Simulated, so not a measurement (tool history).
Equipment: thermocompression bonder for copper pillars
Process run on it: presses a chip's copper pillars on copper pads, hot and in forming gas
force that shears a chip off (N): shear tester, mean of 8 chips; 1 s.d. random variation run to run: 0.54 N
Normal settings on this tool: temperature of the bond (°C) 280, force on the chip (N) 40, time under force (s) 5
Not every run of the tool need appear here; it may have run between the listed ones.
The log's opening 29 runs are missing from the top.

run	hour	temperature of the bond (°C)	force on the chip (N)	time under force (s)	hours of work since the heater was calibrated	hours of work since the force cell was calibrated	hours of work since the gas filter was changed	force that shears a chip off (N)
30	253.4	267	40	3	22	169	103	48.9
# hour 262.9: heater calibrated with a thermocouple chip, once more
31	265.4	270	40	6	1	173	108	68.4
32	277.2	270	40	6	7	179	114	69.2
33	283.8	298	60	13	10	182	117	132.9
34	289.8	269	40	7	13	185	119	70.6
35	298.5	269	24	7	17	189	123	45.7
36	310.2	269	24	7	22	194	129	46.1
37	319.7	280	43	5	26	199	133	74.4
38	329.6	280	43	5	31	203	138	74.4
39	340.1	293	43	4	36	208	143	78.5

4 options for the next run, each taken on its own from the tool as it stands now. Forecast them:
A	351.3	260	27	5	41	213	148	?
B	351.3	280	40	3	41	213	148	?
C	351.3	298	40	4	41	213	148	?
D	351.3	290	56	5	41	213	148	?

run	force that shears a chip off (N)
A	38.8
B	58.4
C	78.5
D	97.6
Stripped of hidden state, with their random variation kept, the same runs would have yielded:
run	force that shears a chip off (N)
A	40.9
B	61.6
C	82.7
D	102.6

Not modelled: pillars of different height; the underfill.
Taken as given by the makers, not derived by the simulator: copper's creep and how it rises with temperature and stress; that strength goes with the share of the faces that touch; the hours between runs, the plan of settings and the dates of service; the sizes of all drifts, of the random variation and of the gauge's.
